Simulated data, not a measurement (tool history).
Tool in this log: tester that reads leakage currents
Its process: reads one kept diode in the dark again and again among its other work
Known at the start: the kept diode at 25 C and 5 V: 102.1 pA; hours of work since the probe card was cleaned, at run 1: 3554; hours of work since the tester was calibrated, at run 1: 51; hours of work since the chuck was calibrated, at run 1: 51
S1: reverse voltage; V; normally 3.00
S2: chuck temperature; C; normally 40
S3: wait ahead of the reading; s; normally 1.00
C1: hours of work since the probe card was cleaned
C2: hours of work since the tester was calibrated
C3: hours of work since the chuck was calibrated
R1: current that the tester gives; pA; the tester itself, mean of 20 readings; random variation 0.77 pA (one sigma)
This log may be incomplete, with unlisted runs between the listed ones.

{"run": 1, "day": 0.0, "S1": 3.0, "S2": 40, "S3": 1.0, "C1": 3554, "C2": 51, "C3": 51, "R1": 259.72}
{"day": 4.608, "done": "probe card cleaned and baked"}
{"run": 2, "day": 5.075, "S1": 3.0, "S2": 40, "S3": 1.0, "C1": 7, "C2": 131, "C3": 131, "R1": 254.47}
{"run": 3, "day": 12.75, "S1": 3.0, "S2": 40, "S3": 1.0, "C1": 131, "C2": 254, "C3": 254, "R1": 254.8}
{"run": 4, "day": 21.629, "S1": 3.0, "S2": 40, "S3": 1.0, "C1": 273, "C2": 396, "C3": 396, "R1": 253.82}
{"run": 5, "day": 25.575, "S1": 3.12, "S2": 40, "S3": 1.0, "C1": 337, "C2": 460, "C3": 460, "R1": 257.68}
{"run": 6, "day": 30.129, "S1": 3.0, "S2": 40, "S3": 3.07, "C1": 410, "C2": 533, "C3": 533, "R1": 252.8}
{"run": 7, "day": 38.567, "S1": 3.0, "S2": 40, "S3": 1.0, "C1": 545, "C2": 668, "C3": 668, "R1": 252.37}
{"run": 8, "day": 46.492, "S1": 3.0, "S2": 40, "S3": 1.0, "C1": 672, "C2": 795, "C3": 795, "R1": 252.02}
{"run": 9, "day": 54.292, "S1": 3.0, "S2": 40, "S3": 1.0, "C1": 797, "C2": 921, "C3": 921, "R1": 252.08}
{"run": 10, "day": 60.45, "S1": 3.0, "S2": 40, "S3": 0.42, "C1": 896, "C2": 1020, "C3": 1020, "R1": 252.25}
{"run": 11, "day": 68.533, "S1": 3.0, "S2": 40, "S3": 0.42, "C1": 1026, "C2": 1149, "C3": 1149, "R1": 251.72}
{"day": 69.138, "done": "tester calibrated"}
{"run": 12, "day": 75.958, "S1": 3.0, "S2": 40, "S3": 0.42, "C1": 1144, "C2": 109, "C3": 1267, "R1": 253.59}
{"run": 13, "day": 84.604, "S1": 1.98, "S2": 40, "S3": 1.0, "C1": 1283, "C2": 248, "C3": 1406, "R1": 214.83}
{"day": 87.604, "done": "tester calibrated, once more"}
{"run": 14, "day": 92.929, "S1": 1.98, "S2": 40, "S3": 1.0, "C1": 1415, "C2": 85, "C3": 1538, "R1": 210.98}
{"run": 15, "day": 99.833, "S1": 1.98, "S2": 40, "S3": 1.0, "C1": 1526, "C2": 196, "C3": 1649, "R1": 210.23}
{"run": 16, "day": 103.75, "S1": 1.98, "S2": 40, "S3": 1.0, "C1": 1589, "C2": 259, "C3": 1712, "R1": 208.36}
{"run": 17, "day": 111.362, "S1": 1.98, "S2": 40, "S3": 1.0, "C1": 1711, "C2": 381, "C3": 1834, "R1": 209.93}
{"run": 18, "day": 116.558, "S1": 1.98, "S2": 40, "S3": 1.0, "C1": 1794, "C2": 465, "C3": 1917, "R1": 210.62}
{"run": 19, "day": 121.508, "S1": 1.98, "S2": 40, "S3": 1.0, "C1": 1874, "C2": 544, "C3": 1997, "R1": 209.04}
{"run": 20, "day": 130.108, "S1": 3.0, "S2": 40, "S3": 1.0, "C1": 2012, "C2": 682, "C3": 2135, "R1": 244.04}
{"run": 21, "day": 135.221, "S1": 1.51, "S2": 40, "S3": 7.45, "C1": 2094, "C2": 764, "C3": 2217, "R1": 187.43}
{"run": 22, "day": 141.983, "S1": 1.51, "S2": 53, "S3": 7.45, "C1": 2202, "C2": 873, "C3": 2326, "R1": 450.62}
{"day": 145.896, "done": "chuck's temperature calibrated"}
{"run": 23, "day": 148.954, "S1": 1.69, "S2": 42, "S3": 0.61, "C1": 2313, "C2": 983, "C3": 49, "R1": 237.18}
{"run": 24, "day": 152.958, "S1": 1.69, "S2": 42, "S3": 0.61, "C1": 2377, "C2": 1048, "C3": 113, "R1": 235.66}
{"run": 25, "day": 159.4, "S1": 1.69, "S2": 42, "S3": 0.61, "C1": 2481, "C2": 1151, "C3": 217, "R1": 236.56}
{"run": 26, "day": 167.683, "S1": 1.69, "S2": 22, "S3": 0.61, "C1": 2614, "C2": 1284, "C3": 350, "R1": 55.2}
{"run": 27, "day": 173.804, "S1": 1.69, "S2": 22, "S3": 0.61, "C1": 2712, "C2": 1382, "C3": 448, "R1": 55.06}
{"run": 28, "day": 177.65, "S1": 3.0, "S2": 31, "S3": 1.0, "C1": 2774, "C2": 1444, "C3": 510, "R1": 134.96}
{"run": 29, "day": 181.679, "S1": 3.0, "S2": 31, "S3": 1.0, "C1": 2838, "C2": 1509, "C3": 574, "R1": 134.72}
{"run": 30, "day": 188.279, "S1": 4.09, "S2": 40, "S3": 4.68, "C1": 2944, "C2": 1615, "C3": 680, "R1": 290.02}
{"run": 31, "day": 192.8, "S1": 3.0, "S2": 40, "S3": 0.31, "C1": 3017, "C2": 1687, "C3": 753, "R1": 256.94}
{"run": 32, "day": 198.575, "S1": 3.0, "S2": 40, "S3": 0.31, "C1": 3109, "C2": 1780, "C3": 846, "R1": 256.1}
{"run": 33, "day": 206.125, "S1": 1.28, "S2": 42, "S3": 0.59, "C1": 3231, "C2": 1901, "C3": 967, "R1": 208.14}
{"run": 34, "day": 213.229, "S1": 1.15, "S2": 44, "S3": 4.14, "C1": 3345, "C2": 2015, "C3": 1081, "R1": 228.59}
{"run": 35, "day": 217.408, "S1": 1.15, "S2": 44, "S3": 4.14, "C1": 3412, "C2": 2082, "C3": 1148, "R1": 228.36}
{"run": 36, "day": 225.867, "S1": 3.59, "S2": 28, "S3": 1.0, "C1": 3548, "C2": 2218, "C3": 1284, "R1": 116.22}
{"day": 230.488, "done": "probe card cleaned and baked"}
{"run": 37, "day": 234.204, "S1": 9.3, "S2": 28, "S3": 0.54, "C1": 60, "C2": 2350, "C3": 1416, "R1": 161.94}
{"day": 237.262, "done": "tester calibrated"}
{"run": 38, "day": 241.583, "S1": 5.69, "S2": 35, "S3": 0.81, "C1": 177, "C2": 69, "C3": 1533, "R1": 218.39}
{"run": 39, "day": 246.742, "S1": 13.66, "S2": 40, "S3": 5.9, "C1": 260, "C2": 152, "C3": 1615, "R1": 433.68}
{"run": 40, "day": 254.425, "S1": 3.23, "S2": 40, "S3": 1.0, "C1": 383, "C2": 275, "C3": 1739, "R1": 249.43}

Consider 3 possible next runs. They are alternatives, not a sequence: every one starts from the tool as it was left by run 40. What does each give?
{"run": "A", "day": 260.133, "S1": 3.0, "S2": 21, "S3": 1.51, "C1": 474, "C2": 367, "C3": 1830, "R1": "?"}
{"run": "B", "day": 260.133, "S1": 6.13, "S2": 24, "S3": 3.04, "C1": 474, "C2": 367, "C3": 1830, "R1": "?"}
{"run": "C", "day": 260.133, "S1": 8.67, "S2": 56, "S3": 1.0, "C1": 474, "C2": 367, "C3": 1830, "R1": "?"}

run=A R1=58.36
run=B R1=97.90
run=C R1=1064.87
With no hidden state in the tool, these same runs would have given:
run=A R1=61.70
run=B R1=103.12
run=C R1=1120.74

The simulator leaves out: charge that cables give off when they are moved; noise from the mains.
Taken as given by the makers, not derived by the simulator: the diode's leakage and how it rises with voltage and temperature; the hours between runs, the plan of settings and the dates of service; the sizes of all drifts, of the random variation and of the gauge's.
